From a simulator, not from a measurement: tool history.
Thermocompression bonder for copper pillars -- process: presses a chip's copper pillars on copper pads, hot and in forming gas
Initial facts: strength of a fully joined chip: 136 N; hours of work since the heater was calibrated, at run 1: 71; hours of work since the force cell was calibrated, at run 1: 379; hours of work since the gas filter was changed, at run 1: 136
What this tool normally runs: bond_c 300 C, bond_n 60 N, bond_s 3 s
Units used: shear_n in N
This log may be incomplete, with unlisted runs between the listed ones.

run	day	bond_c	bond_n	bond_s	hours of work since the heater was calibrated	hours of work since the force cell was calibrated	hours of work since the gas filter was changed	shear_n
1	0	300	60	3	71	379	136	48.9
2	1.867	300	60	3	91	398	156	48.6
3	4.746	300	60	3	121	428	186	50.1
4	7.421	300	60	3	148	456	214	49.7
5	9.508	300	60	3	170	478	235	48.9
6	12.188	300	60	3	198	506	263	49.3
7	14.046	300	60	3	218	525	283	49.9
8	16.333	308	42	2	241	549	307	31.7
# day 16.567: forming gas filter changed
9	18.7	293	78	2	266	573	22	51.5
10	20.279	285	40	8	282	590	39	43.9
11	22.421	320	54	4	305	612	61	62.9
12	23.946	271	40	6	320	628	77	33
13	26.762	305	38	7	350	657	106	48.9

Some steps in shear_n, run to run, broken into two amounts with sign: the step expected even without the hidden condition (settings, incoming material, random variation), and the rest, left for the hidden condition together with whatever gauge scatter is not in both the measured and the hidden-condition-free result:
Hidden state at play: true temperature of the bond over the reading, C; force that reaches the chip, % of what is set; oxide that the forming gas leaves, % of the face; drift of the gauge itself on shear_n, %.
Run 8 -> 9: bond_c 308 -> 293, bond_n 42 -> 78, forming gas filter changed. shear_n +19.8 N: hidden state +2.7, all else +17.1.
Run 11 -> 12: bond_c 320 -> 271, bond_n 54 -> 40, bond_s 4 -> 6. shear_n -29.9 N: hidden state -0.6, all else -29.3.

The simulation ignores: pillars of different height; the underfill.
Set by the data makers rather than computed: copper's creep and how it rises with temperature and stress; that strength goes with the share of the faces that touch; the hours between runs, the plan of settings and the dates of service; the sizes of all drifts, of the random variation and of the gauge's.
